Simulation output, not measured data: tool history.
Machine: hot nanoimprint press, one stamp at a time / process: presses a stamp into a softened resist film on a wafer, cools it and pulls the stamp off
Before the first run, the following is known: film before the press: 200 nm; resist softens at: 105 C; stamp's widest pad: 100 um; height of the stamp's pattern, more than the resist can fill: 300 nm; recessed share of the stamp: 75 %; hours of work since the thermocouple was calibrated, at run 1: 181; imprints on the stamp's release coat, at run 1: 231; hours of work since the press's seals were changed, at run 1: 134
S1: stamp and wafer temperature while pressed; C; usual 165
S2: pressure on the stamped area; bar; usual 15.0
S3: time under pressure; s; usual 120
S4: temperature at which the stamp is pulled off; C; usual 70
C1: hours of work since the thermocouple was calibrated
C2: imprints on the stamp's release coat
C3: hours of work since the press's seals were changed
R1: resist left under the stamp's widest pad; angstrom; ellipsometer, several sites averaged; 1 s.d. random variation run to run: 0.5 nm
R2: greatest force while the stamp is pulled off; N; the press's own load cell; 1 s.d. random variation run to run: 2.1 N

{"run": 1, "hour": 0.0, "S1": 165, "S2": 15.0, "S3": 120, "S4": 70, "C1": 181, "C2": 231, "C3": 134, "R1": 968, "R2": 117}
{"run": 2, "hour": 70.6, "S1": 165, "S2": 15.0, "S3": 120, "S4": 70, "C1": 237, "C2": 611, "C3": 189, "R1": 965, "R2": 117}
{"run": 3, "hour": 127.7, "S1": 165, "S2": 15.0, "S3": 186, "S4": 70, "C1": 281, "C2": 917, "C3": 233, "R1": 843, "R2": 119}
{"run": 4, "hour": 188.5, "S1": 165, "S2": 13.8, "S3": 120, "S4": 70, "C1": 328, "C2": 1244, "C3": 281, "R1": 999, "R2": 119}
{"hour": 199.8, "done": "plate thermocouple calibrated"}
{"hour": 211.8, "done": "stamp cleaned and given a new release coat"}
{"run": 5, "hour": 275.2, "S1": 165, "S2": 13.8, "S3": 120, "S4": 70, "C1": 54, "C2": 341, "C3": 341, "R1": 1020, "R2": 119}
{"run": 6, "hour": 328.1, "S1": 165, "S2": 23.3, "S3": 120, "S4": 70, "C1": 95, "C2": 625, "C3": 382, "R1": 749, "R2": 116}
{"run": 7, "hour": 373.1, "S1": 153, "S2": 15.0, "S3": 120, "S4": 70, "C1": 130, "C2": 866, "C3": 417, "R1": 1532, "R2": 117}
{"run": 8, "hour": 420.2, "S1": 153, "S2": 15.0, "S3": 120, "S4": 70, "C1": 167, "C2": 1120, "C3": 454, "R1": 1531, "R2": 119}
{"hour": 469.3, "done": "stamp cleaned and given a new release coat"}
{"run": 9, "hour": 498.9, "S1": 165, "S2": 15.0, "S3": 64, "S4": 65, "C1": 224, "C2": 159, "C3": 511, "R1": 1159, "R2": 121}
{"run": 10, "hour": 552.7, "S1": 161, "S2": 11.6, "S3": 208, "S4": 72, "C1": 266, "C2": 448, "C3": 553, "R1": 1100, "R2": 112}
{"run": 11, "hour": 613.8, "S1": 161, "S2": 11.6, "S3": 208, "S4": 72, "C1": 313, "C2": 777, "C3": 600, "R1": 1104, "R2": 118}
{"hour": 643.8, "done": "plate thermocouple calibrated"}
{"run": 12, "hour": 657.8, "S1": 161, "S2": 11.6, "S3": 208, "S4": 72, "C1": 11, "C2": 997, "C3": 632, "R1": 1108, "R2": 116}
{"run": 13, "hour": 707.5, "S1": 161, "S2": 17.3, "S3": 208, "S4": 74, "C1": 50, "C2": 1264, "C3": 671, "R1": 896, "R2": 112}
{"hour": 729.2, "done": "stamp cleaned and given a new release coat"}
{"run": 14, "hour": 783.5, "S1": 161, "S2": 17.3, "S3": 208, "S4": 74, "C1": 104, "C2": 292, "C3": 726, "R1": 899, "R2": 112}
{"run": 15, "hour": 868.2, "S1": 161, "S2": 17.3, "S3": 208, "S4": 74, "C1": 170, "C2": 746, "C3": 792, "R1": 893, "R2": 112}
{"run": 16, "hour": 949.3, "S1": 161, "S2": 17.3, "S3": 208, "S4": 74, "C1": 234, "C2": 1182, "C3": 855, "R1": 900, "R2": 110}

Results for each run, recomputed without the tool's hidden state and with each run's random variation untouched:
Hidden conditions of the tool in this case: true temperature over the reading, C; pressure that arrives at the usual setting, %; grip of the stamp's worn release coat, % over a new coat's; drift of the gauge itself on residual_nm, %; drift of the gauge itself on pull_off_n, %.
run=1 R1=970
run=2 R1=968
run=3 R1=846
run=4 R1=1003
run=5 R1=1020
run=6 R1=749
run=7 R1=1533
run=8 R1=1533
run=9 R1=1161
run=10 R1=1104
run=11 R1=1109
run=12 R1=1108
run=13 R1=895
run=14 R1=900
run=15 R1=894
run=16 R1=902
R2 without the hidden state stays within 2 N of what was measured, in all runs.

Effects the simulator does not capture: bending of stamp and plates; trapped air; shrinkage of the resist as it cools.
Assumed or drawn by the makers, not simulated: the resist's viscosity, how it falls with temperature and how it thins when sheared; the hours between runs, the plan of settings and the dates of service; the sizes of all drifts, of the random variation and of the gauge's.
